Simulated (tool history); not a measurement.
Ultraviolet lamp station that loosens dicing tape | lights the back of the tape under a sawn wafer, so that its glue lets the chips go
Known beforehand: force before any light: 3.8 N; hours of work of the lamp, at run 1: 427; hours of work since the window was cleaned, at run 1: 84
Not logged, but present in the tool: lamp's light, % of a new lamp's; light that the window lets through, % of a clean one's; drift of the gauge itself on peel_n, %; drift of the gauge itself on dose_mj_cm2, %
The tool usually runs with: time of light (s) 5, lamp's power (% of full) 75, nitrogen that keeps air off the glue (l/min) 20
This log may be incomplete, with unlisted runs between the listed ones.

run	hour	time of light (s)	lamp's power (% of full)	nitrogen that keeps air off the glue (l/min)	hours of work of the lamp	hours of work since the window was cleaned	force that peels the tape off (N)	light that reached the tape (mJ/cm²)
1	0.0	5	75	20	427	84	0.271	293
2	10.7	5	97	20	435	93	0.241	380
3	25.4	5	75	20	447	105	0.292	293
4	32.9	5	75	20	453	110	0.272	287
5	43.5	5	75	20	461	119	0.296	289
6	52.9	5	75	20	469	126	0.275	288
7	60.6	5	75	20	475	132	0.288	286
8	72.4	5	75	20	484	142	0.283	286

The next listed run, before its measurement:
9	84.3	5	75	20	493	151	?	?

Run 9 gave force that peels the tape off (N) 0.299, light that reached the tape (mJ/cm²) 286.
With no hidden state in the tool, this same run would have given force that peels the tape off (N) 0.241, light that reached the tape (mJ/cm²) 348.
